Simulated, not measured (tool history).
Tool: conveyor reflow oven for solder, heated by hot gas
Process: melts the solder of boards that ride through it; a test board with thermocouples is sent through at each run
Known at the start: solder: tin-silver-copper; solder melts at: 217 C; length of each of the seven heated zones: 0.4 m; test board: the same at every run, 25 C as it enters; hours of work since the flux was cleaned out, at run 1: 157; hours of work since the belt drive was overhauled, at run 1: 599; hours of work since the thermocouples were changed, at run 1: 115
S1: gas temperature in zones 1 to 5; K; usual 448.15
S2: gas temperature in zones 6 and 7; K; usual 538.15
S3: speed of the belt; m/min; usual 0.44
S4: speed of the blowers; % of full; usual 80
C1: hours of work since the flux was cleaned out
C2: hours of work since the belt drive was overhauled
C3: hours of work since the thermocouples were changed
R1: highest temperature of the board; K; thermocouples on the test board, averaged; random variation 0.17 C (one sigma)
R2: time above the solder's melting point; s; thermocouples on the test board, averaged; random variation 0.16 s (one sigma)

| run | hour | S1 | S2 | S3 | S4 | C1 | C2 | C3 | R1 | R2 |
|---|---|---|---|---|---|---|---|---|---|---|
| 1 | 0 | 448.15 | 538.15 | 0.44 | 80 | 157 | 599 | 115 | 529.75 | 89.3 |
| 2 | 19 | 448.15 | 538.15 | 0.44 | 80 | 169 | 611 | 128 | 529.65 | 89.6 |
| 3 | 43.8 | 448.15 | 538.15 | 0.44 | 80 | 185 | 627 | 144 | 529.15 | 89.3 |
|  | 69.3 | flux residue cleaned out of gas plates and filters |
| 4 | 75.1 | 448.15 | 538.15 | 0.458 | 80 | 4 | 644 | 160 | 528.85 | 85.3 |
| 5 | 96.8 | 455.15 | 538.15 | 0.44 | 80 | 18 | 658 | 174 | 530.85 | 93.9 |
| 6 | 123.7 | 448.15 | 538.15 | 0.44 | 80 | 35 | 675 | 192 | 529.85 | 90 |
| 7 | 150.2 | 448.15 | 538.15 | 0.44 | 80 | 52 | 692 | 209 | 529.85 | 89.9 |
| 8 | 175.8 | 448.15 | 537.15 | 0.44 | 80 | 68 | 708 | 225 | 529.05 | 89.1 |
| 9 | 203.1 | 448.15 | 528.15 | 0.44 | 80 | 86 | 726 | 243 | 520.65 | 81.7 |
| 10 | 220.6 | 448.15 | 528.15 | 0.44 | 80 | 97 | 737 | 254 | 520.45 | 81.9 |
| 11 | 246.8 | 448.15 | 538.15 | 0.397 | 80 | 114 | 754 | 271 | 531.85 | 102.6 |
| 12 | 267 | 448.15 | 538.15 | 0.397 | 80 | 127 | 767 | 284 | 531.85 | 102.8 |
| 13 | 301.4 | 439.15 | 527.15 | 0.371 | 54 | 149 | 789 | 306 | 518.25 | 88.2 |
| 14 | 318.3 | 448.15 | 545.15 | 0.44 | 80 | 160 | 800 | 317 | 536.55 | 94.7 |

Forecast run 15:
| 15 | 343.3 | 448.15 | 545.15 | 0.44 | 80 | 176 | 816 | 333 | ? | ? |

Run 15 gave R1 536.85 K, R2 94.8 s.
Without the tool's hidden state the same run would have given R1 536.45 K, R2 93.9 s.
